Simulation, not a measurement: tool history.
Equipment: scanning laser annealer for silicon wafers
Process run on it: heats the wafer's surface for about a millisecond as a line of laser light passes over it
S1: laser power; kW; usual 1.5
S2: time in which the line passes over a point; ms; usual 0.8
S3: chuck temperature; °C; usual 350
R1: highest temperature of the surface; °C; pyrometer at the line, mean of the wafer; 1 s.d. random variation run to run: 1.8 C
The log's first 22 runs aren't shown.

run     day     S1     S2   S3    R1
 23   8.308   1.34  0.812  334   970
 24   8.542  1.299  0.869  344   983
 25   8.788  1.307  0.923  328   992
 26   9.112  1.641  0.758  319  1059
 27   9.396  1.549  0.696  350  1024
 28   9.875  1.549  0.696  350  1026
 29  10.108  1.606  0.852  340  1108
 30  10.583  1.428   0.83  321  1002
 31  10.892  1.467  0.833  361  1055
 32  11.288   1.49  0.749  350  1023
 33  11.488    1.5  0.593  376   975
 34  11.883  1.545   0.74  352  1038
 35  12.167  1.307  0.925  358  1016

Run 36 has not been measured yet. What should we expect?
 36  12.567  1.307  0.925  358   ?

R1: 1016 °C
On a tool with no hidden condition, and with the same random variation, this run would have come out at R1 1023 °C.
